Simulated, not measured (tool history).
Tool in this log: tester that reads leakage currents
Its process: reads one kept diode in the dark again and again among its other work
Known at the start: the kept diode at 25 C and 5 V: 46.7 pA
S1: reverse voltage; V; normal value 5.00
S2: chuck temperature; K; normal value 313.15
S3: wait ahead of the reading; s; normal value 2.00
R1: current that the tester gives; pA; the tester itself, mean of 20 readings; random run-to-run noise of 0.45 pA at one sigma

run	hour	S1	S2	S3	R1
1	0.0	5.00	313.15	2.00	150.49
2	41.9	5.00	313.15	2.00	151.76
3	80.5	5.00	313.15	2.00	152.22
4	100.3	5.98	313.15	2.00	167.29
5	141.8	5.98	313.15	2.00	167.35
6	175.6	5.98	313.15	2.00	166.19
7	203.2	5.00	313.15	2.00	153.81
8	249.1	5.00	313.15	2.85	153.04
9	292.0	5.00	313.15	2.85	153.45
10	322.2	5.00	313.15	2.85	153.92
11	362.1	5.00	327.15	2.00	409.13
12	402.1	5.00	313.15	0.49	157.47
# hour 408.3: tester calibrated
13	444.9	5.00	313.15	0.49	158.09
14	490.7	5.00	313.15	7.16	154.60
15	528.3	5.00	313.15	4.39	155.29
16	560.7	5.00	313.15	4.39	156.09
17	586.9	5.00	322.15	0.70	295.89
18	607.6	1.60	313.15	0.36	88.90
19	648.7	12.71	314.15	2.00	273.67
# hour 661.2: tester calibrated, once more
20	697.0	12.71	314.15	2.00	273.45
21	733.3	3.29	324.15	8.93	274.26
22	771.6	3.29	317.15	8.93	169.14
23	811.9	13.00	308.15	8.93	179.51
24	852.2	13.00	308.15	8.93	180.42
25	872.8	5.00	316.15	2.37	197.61
26	897.2	5.00	311.15	0.33	141.29
27	927.8	1.81	313.15	3.97	94.94

What if the next run were any one of these 4? Each begins from the tool's condition after run 27:
A	948.8	5.00	306.15	0.78	?
B	948.8	9.80	307.15	0.36	?
C	948.8	1.41	294.15	0.60	?
D	948.8	3.35	302.15	0.66	?

run	R1
A	97.35
B	153.45
C	20.32
D	58.87
Take away the tool's hidden state, keep each run's random variation, and the runs would have read:
run	R1
A	90.29
B	141.36
C	18.57
D	54.35
